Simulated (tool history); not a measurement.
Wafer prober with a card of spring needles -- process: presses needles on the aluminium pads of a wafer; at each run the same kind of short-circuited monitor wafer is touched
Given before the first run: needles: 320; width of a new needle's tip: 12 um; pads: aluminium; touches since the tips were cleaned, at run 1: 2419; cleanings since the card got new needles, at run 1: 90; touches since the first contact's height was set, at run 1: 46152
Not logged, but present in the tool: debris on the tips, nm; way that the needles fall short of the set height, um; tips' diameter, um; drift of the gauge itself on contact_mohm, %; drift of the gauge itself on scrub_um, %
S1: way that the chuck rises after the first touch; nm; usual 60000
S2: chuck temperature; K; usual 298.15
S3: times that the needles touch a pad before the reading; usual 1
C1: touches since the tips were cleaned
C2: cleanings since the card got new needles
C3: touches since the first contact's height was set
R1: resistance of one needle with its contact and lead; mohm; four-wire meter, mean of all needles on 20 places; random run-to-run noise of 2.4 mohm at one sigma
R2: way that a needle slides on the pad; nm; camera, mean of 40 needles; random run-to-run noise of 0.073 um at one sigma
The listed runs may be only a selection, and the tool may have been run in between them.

{"run": 1, "hour": 0.0, "S1": 60000, "S2": 298.15, "S3": 1, "C1": 2419, "C2": 90, "C3": 46152, "R1": 273, "R2": 15820}
{"hour": 3.8, "done": "tips cleaned on abrasive film"}
{"hour": 12.2, "done": "tips cleaned on abrasive film"}
{"run": 2, "hour": 19.5, "S1": 60000, "S2": 298.15, "S3": 1, "C1": 3033, "C2": 92, "C3": 54146, "R1": 269, "R2": 15830}
{"hour": 21.3, "done": "tips cleaned on abrasive film"}
{"hour": 30.0, "done": "tips cleaned on abrasive film"}
{"hour": 38.4, "done": "tips cleaned on abrasive film"}
{"run": 3, "hour": 40.7, "S1": 60000, "S2": 298.15, "S3": 1, "C1": 963, "C2": 95, "C3": 62824, "R1": 274, "R2": 15990}
{"hour": 48.0, "done": "tips cleaned on abrasive film"}
{"run": 4, "hour": 51.6, "S1": 60000, "S2": 298.15, "S3": 1, "C1": 1518, "C2": 96, "C3": 67333, "R1": 268, "R2": 15890}
{"hour": 56.9, "done": "tips cleaned on abrasive film"}
{"hour": 65.7, "done": "tips cleaned on abrasive film"}
{"run": 5, "hour": 66.8, "S1": 60000, "S2": 298.15, "S3": 1, "C1": 448, "C2": 98, "C3": 73522, "R1": 270, "R2": 15760}
{"hour": 74.1, "done": "tips cleaned on abrasive film"}
{"run": 6, "hour": 77.2, "S1": 60000, "S2": 298.15, "S3": 1, "C1": 1300, "C2": 99, "C3": 77810, "R1": 274, "R2": 15730}
{"hour": 83.9, "done": "tips cleaned on abrasive film"}
{"run": 7, "hour": 90.5, "S1": 60000, "S2": 298.15, "S3": 1, "C1": 2704, "C2": 100, "C3": 83276, "R1": 269, "R2": 15910}
{"hour": 93.8, "done": "tips cleaned on abrasive film"}
{"hour": 102.7, "done": "tips cleaned on abrasive film"}
{"hour": 111.4, "done": "tips cleaned on abrasive film"}
{"run": 8, "hour": 111.4, "S1": 60000, "S2": 298.15, "S3": 1, "C1": 0, "C2": 103, "C3": 91834, "R1": 271, "R2": 15970}
{"hour": 120.0, "done": "tips cleaned on abrasive film"}
{"run": 9, "hour": 124.4, "S1": 60000, "S2": 308.15, "S3": 1, "C1": 1818, "C2": 104, "C3": 97175, "R1": 272, "R2": 15840}
{"hour": 129.5, "done": "tips cleaned on abrasive film"}
{"hour": 138.3, "done": "tips cleaned on abrasive film"}
{"run": 10, "hour": 143.6, "S1": 60000, "S2": 308.15, "S3": 1, "C1": 2201, "C2": 106, "C3": 105079, "R1": 275, "R2": 15780}
{"hour": 148.5, "done": "tips cleaned on abrasive film"}
{"run": 11, "hour": 156.0, "S1": 60000, "S2": 308.15, "S3": 1, "C1": 3131, "C2": 107, "C3": 110181, "R1": 275, "R2": 15870}
{"hour": 157.5, "done": "tips cleaned on abrasive film"}
{"hour": 165.8, "done": "tips cleaned on abrasive film"}
{"run": 12, "hour": 173.2, "S1": 60000, "S2": 308.15, "S3": 1, "C1": 3065, "C2": 109, "C3": 117244, "R1": 279, "R2": 15850}
{"hour": 174.4, "done": "tips cleaned on abrasive film"}
{"hour": 183.5, "done": "tips cleaned on abrasive film"}
{"hour": 192.2, "done": "tips cleaned on abrasive film"}
{"run": 13, "hour": 192.2, "S1": 60000, "S2": 298.15, "S3": 3, "C1": 0, "C2": 112, "C3": 125002, "R1": 267, "R2": 15670}
{"hour": 202.3, "done": "tips cleaned on abrasive film"}
{"hour": 210.7, "done": "tips cleaned on abrasive film"}
{"run": 14, "hour": 211.0, "S1": 60000, "S2": 298.15, "S3": 3, "C1": 111, "C2": 114, "C3": 132721, "R1": 269, "R2": 15750}
{"hour": 219.5, "done": "tips cleaned on abrasive film"}
{"hour": 228.4, "done": "tips cleaned on abrasive film"}
{"run": 15, "hour": 231.7, "S1": 60000, "S2": 397.15, "S3": 1, "C1": 1341, "C2": 116, "C3": 141213, "R1": 300, "R2": 15710}
{"hour": 237.4, "done": "tips cleaned on abrasive film"}
{"run": 16, "hour": 242.1, "S1": 63000, "S2": 298.15, "S3": 1, "C1": 1941, "C2": 117, "C3": 145489, "R1": 272, "R2": 16540}
{"hour": 247.1, "done": "tips cleaned on abrasive film"}
{"run": 17, "hour": 254.8, "S1": 60000, "S2": 393.15, "S3": 2, "C1": 3179, "C2": 118, "C3": 150726, "R1": 301, "R2": 15820}
{"hour": 256.0, "done": "tips cleaned on abrasive film"}
{"hour": 265.6, "done": "tips cleaned on abrasive film"}
{"run": 18, "hour": 266.5, "S1": 60000, "S2": 354.15, "S3": 1, "C1": 356, "C2": 120, "C3": 155483, "R1": 287, "R2": 15780}
{"hour": 275.6, "done": "tips cleaned on abrasive film"}
{"hour": 285.4, "done": "tips cleaned on abrasive film"}
{"run": 19, "hour": 285.7, "S1": 75000, "S2": 361.15, "S3": 3, "C1": 107, "C2": 122, "C3": 163362, "R1": 283, "R2": 19700}
{"hour": 287.9, "done": "height of the first contact set anew"}
{"hour": 294.2, "done": "tips cleaned on abrasive film"}
{"hour": 302.8, "done": "tips cleaned on abrasive film"}
{"run": 20, "hour": 304.8, "S1": 53000, "S2": 380.15, "S3": 1, "C1": 841, "C2": 124, "C3": 6949, "R1": 297, "R2": 13930}
{"hour": 311.3, "done": "tips cleaned on abrasive film"}
{"hour": 321.1, "done": "tips cleaned on abrasive film"}
{"run": 21, "hour": 321.9, "S1": 56000, "S2": 319.15, "S3": 1, "C1": 339, "C2": 126, "C3": 13980, "R1": 280, "R2": 14700}
{"hour": 330.6, "done": "tips cleaned on abrasive film"}
{"run": 22, "hour": 332.5, "S1": 56000, "S2": 319.15, "S3": 1, "C1": 783, "C2": 127, "C3": 18300, "R1": 280, "R2": 14620}
{"hour": 340.0, "done": "tips cleaned on abrasive film"}
{"run": 23, "hour": 347.5, "S1": 58000, "S2": 300.15, "S3": 1, "C1": 3105, "C2": 128, "C3": 24503, "R1": 275, "R2": 15120}
{"hour": 348.7, "done": "tips cleaned on abrasive film"}
{"hour": 358.3, "done": "tips cleaned on abrasive film"}
{"run": 24, "hour": 364.1, "S1": 60000, "S2": 367.15, "S3": 1, "C1": 2429, "C2": 130, "C3": 31322, "R1": 290, "R2": 15700}
{"hour": 367.5, "done": "tips cleaned on abrasive film"}
{"hour": 377.3, "done": "tips cleaned on abrasive film"}
{"run": 25, "hour": 379.6, "S1": 71000, "S2": 298.15, "S3": 2, "C1": 956, "C2": 132, "C3": 37673, "R1": 268, "R2": 18450}
{"hour": 385.7, "done": "tips cleaned on abrasive film"}
{"hour": 394.4, "done": "tips cleaned on abrasive film"}
{"run": 26, "hour": 400.6, "S1": 43000, "S2": 298.15, "S3": 1, "C1": 2564, "C2": 134, "C3": 46292, "R1": 278, "R2": 11240}
{"hour": 403.1, "done": "tips cleaned on abrasive film"}
{"hour": 412.5, "done": "tips cleaned on abrasive film"}
{"run": 27, "hour": 419.8, "S1": 43000, "S2": 298.15, "S3": 1, "C1": 3065, "C2": 136, "C3": 54193, "R1": 278, "R2": 11240}
{"hour": 421.1, "done": "tips cleaned on abrasive film"}
{"hour": 430.9, "done": "tips cleaned on abrasive film"}
{"run": 28, "hour": 432.6, "S1": 43000, "S2": 345.15, "S3": 1, "C1": 692, "C2": 138, "C3": 59390, "R1": 297, "R2": 11220}
{"hour": 439.4, "done": "tips cleaned on abrasive film"}
{"hour": 447.8, "done": "tips cleaned on abrasive film"}
{"run": 29, "hour": 453.9, "S1": 43000, "S2": 345.15, "S3": 1, "C1": 2538, "C2": 140, "C3": 68165, "R1": 295, "R2": 11140}
{"hour": 457.6, "done": "tips cleaned on abrasive film"}
{"run": 30, "hour": 463.9, "S1": 67000, "S2": 345.15, "S3": 1, "C1": 2630, "C2": 141, "C3": 72269, "R1": 284, "R2": 17410}
{"hour": 467.0, "done": "tips cleaned on abrasive film"}
{"hour": 477.1, "done": "tips cleaned on abrasive film"}
{"run": 31, "hour": 478.4, "S1": 60000, "S2": 318.15, "S3": 3, "C1": 541, "C2": 143, "C3": 78212, "R1": 284, "R2": 15590}

Measured less the same run without the tool's hidden state. The same run-to-run variation is in both; the gauge's scatter may not be:
run=1 R2=+0
run=2 R2=-20
run=3 R2=-30
run=4 R2=-40
run=5 R2=-50
run=6 R2=-60
run=7 R2=-60
run=8 R2=-80
run=9 R2=-90
run=10 R2=-110
run=11 R2=-110
run=12 R2=-120
run=13 R2=-140
run=14 R2=-150
run=15 R2=-160
run=16 R2=-180
run=17 R2=-180
run=18 R2=-190
run=19 R2=-250
run=20 R2=-180
run=21 R2=-200
run=22 R2=-210
run=23 R2=-230
run=24 R2=-250
run=25 R2=-310
run=26 R2=-190
run=27 R2=-210
run=28 R2=-220
run=29 R2=-220
run=30 R2=-360
run=31 R2=-320
For R1, the value without the hidden state is never more than 1 mohm from the measured value.
